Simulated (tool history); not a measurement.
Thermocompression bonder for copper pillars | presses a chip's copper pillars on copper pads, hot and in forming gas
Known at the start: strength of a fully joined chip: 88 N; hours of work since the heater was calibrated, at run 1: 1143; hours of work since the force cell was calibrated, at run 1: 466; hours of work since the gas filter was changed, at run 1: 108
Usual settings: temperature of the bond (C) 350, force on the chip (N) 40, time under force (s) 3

run   hour  temperature of the bond (C)  force on the chip (N)  time under force (s)  hours of work since the heater was calibrated  hours of work since the force cell was calibrated  hours of work since the gas filter was changed  force that shears a chip off (N)
  1      0                          350                     40                     3                                           1143                                                466                                             108                              40.1
  2     10                          350                     40                     3                                           1150                                                473                                             115                              39.3
  3   26.2                          350                     40                     3                                           1160                                                484                                             126                              39.4
  4   47.4                          350                     40                     7                                           1175                                                498                                             140                                52
  5   63.7                          350                     40                     7                                           1186                                                509                                             151                              52.7
  6   76.2                          372                     40                     3                                           1194                                                518                                             159                              45.7
  7   86.4                          350                     40                     3                                           1201                                                524                                             166                              38.8
  8   95.9                          350                     40                     3                                           1207                                                531                                             172                              38.5
  9  111.4                          350                     40                     3                                           1218                                                541                                             183                              38.9
 10  131.2                          350                     40                     3                                           1231                                                555                                             196                                39
 11  153.5                          350                     40                     3                                           1246                                                570                                             211                              38.2
 12  164.6                          350                     47                     3                                           1253                                                577                                             219                              43.2
 13  177.5                          350                     47                     3                                           1262                                                586                                             227                              43.5
 14  186.9                          350                     47                     3                                           1268                                                592                                             234                              43.7
 15    204                          328                     40                     3                                           1280                                                603                                             245                              31.8
 16    219                          328                     40                     3                                           1290                                                614                                             255                              31.6
 17  239.3                          350                     46                     6                                           1304                                                627                                             269                              53.3
 18  259.4                          350                     46                     6                                           1317                                                641                                             282                              53.6
 19  275.5                          350                     46                     6                                           1328                                                651                                             293                              52.9
 20    294                          350                     46                     6                                           1340                                                664                                             305                              52.9
 21  310.9                          321                     46                     6                                           1352                                                675                                             317                              42.2
 22  328.7                          339                     38                     6                                           1364                                                687                                             329                              42.8
     332.1  -- heater calibrated with a thermocouple chip
 23  352.9                          339                     38                     6                                             14                                                702                                             344                              42.6
 24  366.9                          350                     40                     4                                             23                                                711                                             353                              40.8
 25  381.6                          321                     54                     4                                             33                                                721                                             363                              40.8
     390.8  -- heater calibrated with a thermocouple chip, once more
 26  403.8                          321                     54                     4                                              9                                                735                                             377                              44.7
 27  419.9                          373                     40                     3                                             20                                                746                                             387                              46.4
 28  430.7                          368                     48                     3                                             27                                                753                                             395                              51.9
 29  441.4                          338                     56                     3                                             34                                                760                                             402                              46.1
     460.6  -- forming gas filter changed
 30  460.6                          338                     56                     3                                             47                                                773                                               0                              49.2
 31  479.9                          338                     56                     3                                             59                                                786                                              13                                49
 32  496.1                          338                     56                     3                                             70                                                797                                              24                              49.4

4 ways to go on from here, each from the tool as it stands after run 32. What would each give?
  A  514.6                          363                     32                     6                                             83                                                809                                              36                                 ?
  B  514.6                          378                     46                     4                                             83                                                809                                              36                                 ?
  C  514.6                          337                     38                     3                                             83                                                809                                              36                                 ?
  D  514.6                          339                     29                     5                                             83                                                809                                              36                                 ?

run  force that shears a chip off (N)
  A                                49
  B                              59.3
  C                              36.2
  D                              34.7
Without the tool's hidden state the same runs would have given:
run  force that shears a chip off (N)
  A                              50.6
  B                                61
  C                              37.6
  D                                36
